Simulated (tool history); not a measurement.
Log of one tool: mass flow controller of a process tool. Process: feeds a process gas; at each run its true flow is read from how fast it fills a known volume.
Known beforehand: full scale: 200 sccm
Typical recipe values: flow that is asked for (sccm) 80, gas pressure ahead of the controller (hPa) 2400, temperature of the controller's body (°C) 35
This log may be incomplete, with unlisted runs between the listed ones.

run,day,flow that is asked for (sccm),gas pressure ahead of the controller (hPa),temperature of the controller's body (°C),true flow (%)
1,0,80,2400,35,99.9
2,9.167,80,2400,35,99.91
3,17.296,80,2400,35,99.7
4,24.229,80,2400,36,99.86
5,31.746,80,2400,36,99.94
6,40.688,80,2400,36,99.84
7,46.704,80,2400,35,99.81
8,52.3,152,2400,35,100.17
9,57.117,152,2400,35,100.16
10,65.262,152,2400,35,100.28
11,74.979,152,2400,35,100.26
12,80.8,152,2400,35,100.15
13,89.804,80,2400,35,99.9
14,94.421,80,2400,35,99.85
15,102.075,80,2400,35,99.75
16,108.238,80,2400,35,99.64
17,117.75,80,2400,35,99.68
18,122.808,80,2400,35,99.84
19,128.646,80,2400,35,99.8
20,136.512,193,1580,29,99.43
21,145.35,58,1510,26,98.81
22,152.267,80,2400,36,99.91
23,159.538,178,1530,20,98.83
# day 160.188: controller's zero set anew
24,169.196,192,1820,31,99.9
25,176.467,30,2280,31,101.79
26,181.475,80,2400,25,99.69
# day 182.021: controller's zero set anew, once more
27,186.833,78,1480,36,98.63
28,191.996,169,1890,22,98.62
29,198.425,169,1890,22,98.64
30,205.488,80,2070,35,98.85
31,213.029,178,1750,33,99.16
32,222.858,167,2210,34,99.53
33,231.9,55,2400,35,99.09
34,239.742,55,2400,35,99.08
35,245.679,55,2400,35,99.05
36,252.4,55,2400,35,99.05
37,262.05,103,2400,24,98.55

4 ways to go on from here, each from the tool as it stands after run 37. What would each give?
A,269.746,103,2400,31,?
B,269.746,80,1710,35,?
C,269.746,86,2400,28,?
D,269.746,129,2400,21,?

run,true flow (%)
A,99.05
B,98.69
C,98.7
D,98.53
What these runs would have given with no unlogged condition in the tool:
run,true flow (%)
A,99.9
B,99.45
C,99.49
D,99.44
